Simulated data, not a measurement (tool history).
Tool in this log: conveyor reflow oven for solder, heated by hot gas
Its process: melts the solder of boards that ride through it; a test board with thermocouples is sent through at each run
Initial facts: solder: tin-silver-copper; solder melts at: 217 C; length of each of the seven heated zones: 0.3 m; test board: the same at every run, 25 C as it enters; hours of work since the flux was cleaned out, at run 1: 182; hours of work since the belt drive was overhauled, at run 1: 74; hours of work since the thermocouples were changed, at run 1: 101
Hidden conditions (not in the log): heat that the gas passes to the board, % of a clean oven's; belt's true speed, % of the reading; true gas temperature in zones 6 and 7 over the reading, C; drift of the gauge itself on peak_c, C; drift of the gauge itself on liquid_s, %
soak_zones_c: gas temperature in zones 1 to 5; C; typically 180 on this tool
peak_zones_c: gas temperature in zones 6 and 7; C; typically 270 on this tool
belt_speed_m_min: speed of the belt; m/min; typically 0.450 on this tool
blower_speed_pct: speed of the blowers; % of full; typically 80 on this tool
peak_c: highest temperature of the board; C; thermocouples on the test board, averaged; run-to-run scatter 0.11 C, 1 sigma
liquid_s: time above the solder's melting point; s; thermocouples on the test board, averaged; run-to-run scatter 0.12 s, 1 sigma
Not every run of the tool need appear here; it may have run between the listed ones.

run	hour	soak_zones_c	peak_zones_c	belt_speed_m_min	blower_speed_pct	hours of work since the flux was cleaned out	hours of work since the belt drive was overhauled	hours of work since the thermocouples were changed	peak_c	liquid_s
1	0.0	180	270	0.450	80	182	74	101	259.1	68.1
2	10.6	180	270	0.450	80	187	79	106	258.9	68.0
3	16.4	180	270	0.450	80	190	81	108	259.0	68.3
4	25.0	180	270	0.450	80	194	85	112	259.3	68.3
5	29.7	180	270	0.450	80	196	88	115	259.0	68.3
6	36.9	180	270	0.450	80	199	91	118	259.0	68.0
7	47.2	180	284	0.450	80	204	96	123	271.9	74.4
8	56.3	180	284	0.450	80	208	100	127	271.9	74.6
9	63.5	180	284	0.450	80	212	104	131	272.0	74.4
10	70.1	180	284	0.450	80	215	107	134	271.9	74.4
11	77.3	180	284	0.450	80	218	110	137	271.7	74.1
12	82.2	180	270	0.450	80	221	113	140	259.0	68.0
13	86.7	180	270	0.450	80	223	115	142	259.1	68.0
14	92.6	180	270	0.450	80	226	118	145	258.9	68.1
15	101.8	180	270	0.450	80	230	122	149	258.8	68.1
16	111.8	180	270	0.450	80	235	127	154	259.0	68.2
# hour 116.8: belt drive overhauled, speed set with a stopwatch
17	125.5	188	269	0.367	73	239	4	158	261.8	90.5
18	131.5	188	270	0.367	73	242	7	161	263.0	91.0
19	140.5	180	261	0.408	80	247	11	165	252.6	72.3
# hour 149.2: flux residue cleaned out of gas plates and filters
# hour 154.1: belt drive overhauled, speed set with a stopwatch, once more
20	156.8	175	261	0.408	52	2	1	169	246.6	62.3
21	161.5	169	270	0.450	58	4	4	171	252.4	58.2
22	169.3	169	270	0.450	58	8	7	175	252.5	58.3
23	176.6	194	270	0.450	58	11	11	178	257.0	71.9
24	181.4	194	270	0.450	58	13	13	181	257.0	71.9
25	187.4	192	269	0.450	58	16	16	183	255.7	70.2
26	192.5	192	269	0.526	58	19	18	186	250.9	56.0
27	197.0	180	270	0.405	55	21	20	188	256.8	73.5
28	205.5	165	270	0.405	77	25	24	192	259.8	71.0
29	215.2	180	270	0.512	80	29	29	197	256.1	57.5
30	223.1	180	270	0.512	80	33	33	200	256.0	57.6
31	227.8	180	270	0.512	80	35	35	203	255.9	57.4

Pick out some run-to-run changes in peak_c. Of each, how much would a tool without hidden state show as well, from the settings, what came in and chance, and how much is left for the hidden state and any gauge scatter not in both results compared?
Run 6 -> 7: peak_zones_c 270 -> 284. peak_c +12.9 C: hidden state -0.1, all else +13.0.
Run 11 -> 12: peak_zones_c 284 -> 270. peak_c -12.7 C: hidden state +0.2, all else -12.9.
Run 16 -> 17: soak_zones_c 180 -> 188, peak_zones_c 270 -> 269, belt_speed_m_min 0.450 -> 0.367, blower_speed_pct 80 -> 73, belt drive overhauled, speed set with a stopwatch. peak_c +2.8 C: hidden state +0.3, all else +2.5.
Run 18 -> 19: soak_zones_c 188 -> 180, peak_zones_c 270 -> 261, belt_speed_m_min 0.367 -> 0.408, blower_speed_pct 73 -> 80. peak_c -10.4 C: hidden state -0.2, all else -10.2.
Run 19 -> 20: soak_zones_c 180 -> 175, blower_speed_pct 80 -> 52, flux residue cleaned out of gas plates and filters, belt drive overhauled, speed set with a stopwatch, once more. peak_c -6.0 C: hidden state +0.4, all else -6.4.

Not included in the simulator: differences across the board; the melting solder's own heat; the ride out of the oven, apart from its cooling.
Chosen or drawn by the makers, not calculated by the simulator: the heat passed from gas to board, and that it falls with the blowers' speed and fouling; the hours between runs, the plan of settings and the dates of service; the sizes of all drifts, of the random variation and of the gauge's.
